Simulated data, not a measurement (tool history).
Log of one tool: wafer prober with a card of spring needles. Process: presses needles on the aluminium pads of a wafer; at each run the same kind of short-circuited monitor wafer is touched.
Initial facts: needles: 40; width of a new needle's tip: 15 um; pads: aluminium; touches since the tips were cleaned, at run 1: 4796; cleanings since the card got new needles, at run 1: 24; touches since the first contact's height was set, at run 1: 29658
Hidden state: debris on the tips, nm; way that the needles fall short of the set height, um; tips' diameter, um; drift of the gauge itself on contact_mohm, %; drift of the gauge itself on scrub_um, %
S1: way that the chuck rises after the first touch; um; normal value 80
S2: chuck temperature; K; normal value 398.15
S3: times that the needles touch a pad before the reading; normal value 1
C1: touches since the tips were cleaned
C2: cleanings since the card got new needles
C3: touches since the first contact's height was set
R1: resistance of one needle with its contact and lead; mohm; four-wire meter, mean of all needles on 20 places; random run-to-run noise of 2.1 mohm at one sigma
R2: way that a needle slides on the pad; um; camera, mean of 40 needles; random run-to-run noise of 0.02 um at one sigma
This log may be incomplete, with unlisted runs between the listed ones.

{"run": 1, "day": 0.0, "S1": 80, "S2": 398.15, "S3": 1, "C1": 4796, "C2": 24, "C3": 29658, "R1": 231, "R2": 12.05}
{"day": 0.271, "done": "tips cleaned on abrasive film"}
{"run": 2, "day": 0.821, "S1": 96, "S2": 398.15, "S3": 1, "C1": 3220, "C2": 25, "C3": 34443, "R1": 226, "R2": 14.48}
{"run": 3, "day": 1.288, "S1": 80, "S2": 398.15, "S3": 1, "C1": 5969, "C2": 25, "C3": 37192, "R1": 230, "R2": 12.05}
{"day": 1.354, "done": "tips cleaned on abrasive film"}
{"run": 4, "day": 2.1, "S1": 90, "S2": 398.15, "S3": 1, "C1": 4362, "C2": 26, "C3": 41920, "R1": 227, "R2": 13.58}
{"day": 2.425, "done": "tips cleaned on abrasive film"}
{"run": 5, "day": 2.692, "S1": 90, "S2": 398.15, "S3": 1, "C1": 1554, "C2": 27, "C3": 45366, "R1": 223, "R2": 13.57}
{"run": 6, "day": 3.388, "S1": 80, "S2": 398.15, "S3": 1, "C1": 5640, "C2": 27, "C3": 49452, "R1": 230, "R2": 12.11}
{"day": 3.546, "done": "tips cleaned on abrasive film"}
{"run": 7, "day": 4.338, "S1": 80, "S2": 398.15, "S3": 1, "C1": 4629, "C2": 28, "C3": 54984, "R1": 231, "R2": 12.04}
{"day": 4.675, "done": "tips cleaned on abrasive film"}
{"run": 8, "day": 4.996, "S1": 81, "S2": 398.15, "S3": 1, "C1": 1891, "C2": 29, "C3": 58824, "R1": 235, "R2": 12.21}
{"run": 9, "day": 5.529, "S1": 98, "S2": 398.15, "S3": 3, "C1": 5009, "C2": 29, "C3": 61942, "R1": 227, "R2": 14.77}
{"day": 5.754, "done": "tips cleaned on abrasive film"}
{"run": 10, "day": 5.971, "S1": 63, "S2": 398.15, "S3": 2, "C1": 1262, "C2": 30, "C3": 64516, "R1": 235, "R2": 9.46}
{"run": 11, "day": 6.454, "S1": 63, "S2": 398.15, "S3": 2, "C1": 4090, "C2": 30, "C3": 67344, "R1": 238, "R2": 9.52}
{"day": 6.825, "done": "tips cleaned on abrasive film"}
{"run": 12, "day": 7.208, "S1": 72, "S2": 334.15, "S3": 1, "C1": 2265, "C2": 31, "C3": 71756, "R1": 220, "R2": 10.89}
{"day": 7.9, "done": "tips cleaned on abrasive film"}
{"run": 13, "day": 7.9, "S1": 67, "S2": 368.15, "S3": 1, "C1": 0, "C2": 32, "C3": 75775, "R1": 226, "R2": 10.11}
{"run": 14, "day": 8.788, "S1": 79, "S2": 391.15, "S3": 2, "C1": 5207, "C2": 32, "C3": 80982, "R1": 229, "R2": 11.91}

Predict each of these 3 candidate next runs independently; none follows another, all start after run 14:
{"day": 8.967, "done": "tips cleaned on abrasive film"}
{"run": "A", "day": 9.675, "S1": 79, "S2": 304.15, "S3": 2, "C1": 4157, "C2": 33, "C3": 86154, "R1": "?", "R2": "?"}
{"day": 8.967, "done": "tips cleaned on abrasive film"}
{"run": "B", "day": 9.675, "S1": 82, "S2": 335.15, "S3": 2, "C1": 4157, "C2": 33, "C3": 86154, "R1": "?", "R2": "?"}
{"day": 8.967, "done": "tips cleaned on abrasive film"}
{"run": "C", "day": 9.675, "S1": 93, "S2": 307.15, "S3": 2, "C1": 4157, "C2": 33, "C3": 86154, "R1": "?", "R2": "?"}

run=A R1=209 R2=11.92
run=B R1=217 R2=12.36
run=C R1=208 R2=13.98
Take away the tool's hidden state, keep each run's random variation, and the runs would have read:
run=A R1=209 R2=11.92
run=B R1=216 R2=12.37
run=C R1=208 R2=13.99

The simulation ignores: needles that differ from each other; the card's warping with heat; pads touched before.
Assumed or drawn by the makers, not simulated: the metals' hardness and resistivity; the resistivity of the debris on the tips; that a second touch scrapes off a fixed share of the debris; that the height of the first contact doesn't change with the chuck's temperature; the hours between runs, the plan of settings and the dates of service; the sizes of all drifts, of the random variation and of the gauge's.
